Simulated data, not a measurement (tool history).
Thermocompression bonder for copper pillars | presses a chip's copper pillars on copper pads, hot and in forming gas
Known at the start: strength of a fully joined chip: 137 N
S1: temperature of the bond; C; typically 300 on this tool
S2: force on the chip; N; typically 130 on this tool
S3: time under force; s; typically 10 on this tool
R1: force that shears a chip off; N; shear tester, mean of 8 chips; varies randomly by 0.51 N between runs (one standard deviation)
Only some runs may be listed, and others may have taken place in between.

Run 1, hour 0: usual settings. Result: R1 52.8 N.
Run 2, hour 81.1: usual settings but S3 7 s. Result: R1 46.2 N.
At hour 171.4: forming gas filter changed.
Run 3, hour 175.7: usual settings. Result: R1 52.9 N.
Run 4, hour 247.9: usual settings. Result: R1 53.8 N.
Run 5, hour 319.8: usual settings. Result: R1 53.4 N.
Run 6, hour 387.3: usual settings. Result: R1 53.3 N.
Run 7, hour 437.3: usual settings. Result: R1 54 N.
Run 8, hour 511.3: usual settings but S1 279 C, S2 80 N, S3 24 s. Result: R1 34.9 N.
Run 9, hour 557.7: usual settings but S1 271 C, S2 80 N, S3 5 s. Result: R1 15.6 N.
Run 10, hour 649.1: usual settings but S1 271 C, S2 80 N, S3 5 s. Result: R1 15 N.
Run 11, hour 740.9: usual settings but S1 307 C, S2 80 N, S3 26 s. Result: R1 50.2 N.

The next listed run, before its measurement:
At hour 757.8: forming gas filter changed.
Run 12, hour 834.2: usual settings but S2 92 N, S3 13 s. Result: R1 ?.

R1: 41.5 N
Were there no unlogged condition in the tool, this run, its random variation unchanged, would have produced R1 42.5 N.
